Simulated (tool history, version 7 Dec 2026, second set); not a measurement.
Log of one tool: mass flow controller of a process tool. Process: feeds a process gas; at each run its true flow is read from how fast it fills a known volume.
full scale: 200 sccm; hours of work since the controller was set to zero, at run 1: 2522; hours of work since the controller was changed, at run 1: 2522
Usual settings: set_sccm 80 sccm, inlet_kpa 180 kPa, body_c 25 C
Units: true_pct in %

run      day  set_sccm  inlet_kpa  body_c  hours of work since the controller was set to zero  hours of work since the controller was changed  true_pct
  1        0        80        180      25                                                2522                                            2522     99.23
  2   13.392        80        180      25                                                2673                                            2673     99.28
  3     28.6        80        180      25                                                2846                                            2846     99.37
  4     43.9        80        180      25                                                3019                                            3019     99.19
  5   51.592        80        180      34                                                3106                                            3106      99.7
  6   62.825        21        180      34                                                3233                                            3233     99.29
  7   75.212        21        180      34                                                3373                                            3373     99.24
  8   88.783        21        180      38                                                3527                                            3527     99.39
  9  101.938        21        180      38                                                3676                                            3676     99.44
 10  113.183        80        215      25                                                3803                                            3803     99.42
 11  122.788        80        215      25                                                3912                                            3912     99.41
 12  132.579        80        215      30                                                4022                                            4022     99.43
     142.129  -- controller's zero set anew
 13  148.583        80        206      30                                                  73                                            4203     99.67
 14  156.738        80        180      25                                                 165                                            4296     99.12
 15    169.1        80        180      25                                                 305                                            4436     99.18
 16  182.162        80        180      25                                                 453                                            4583     99.21
 17  195.888        80        180      25                                                 609                                            4739     99.33
 18  206.296        80        180      25                                                 726                                            4857     99.25
 19    215.2        80        180      25                                                 827                                            4957     99.27
 20  224.258        80        180      29                                                 930                                            5060     99.38
 21  233.533        80        180      29                                                1035                                            5165     99.25
 22  244.092        80        180      29                                                1154                                            5284     99.44
 23  258.554       170        180      25                                                1318                                            5448     99.75
 24  271.375        80        246      25                                                1463                                            5593     99.47
 25  283.633        98        196      26                                                1602                                            5732     99.46
 26  294.542        50        247      26                                                1725                                            5855     99.35
 27  310.854        55        189      38                                                1910                                            6040      99.5
 28  319.808        55        189      33                                                2011                                            6141     99.47
 29  328.371        36        245      36                                                2108                                            6238     99.54
 30  337.825        98        218      20                                                2215                                            6345     99.37
 31  346.988        98        218      20                                                2319                                            6449     99.41
 32  355.004        80        171      33                                                2410                                            6540     99.44
 33  365.588        37        171      33                                                2529                                            6660     99.21
 34  380.038        96        145      27                                                2693                                            6823     99.23
 35  394.746        23        220      38                                                2859                                            6990     99.47
 36  402.321        58        220      27                                                2945                                            7075     99.53
 37  409.083        80        206      28                                                3022                                            7152      99.4
 38  423.508        45        206      27                                                3185                                            7315      99.3
 39  439.804        80        181      25                                                3369                                            7500     99.25
 40  447.425        80        181      25                                                3456                                            7586     99.48
 41  461.008        26        265      26                                                3609                                            7740     99.27

Hidden state at the last listed run before each entry between runs and at the first one after, where it differs:
Between runs 12 and 13: controller's zero set anew (day 142.129)
  flow at rest that the sensor doesn't see, % of full scale: 0.006 -> 0
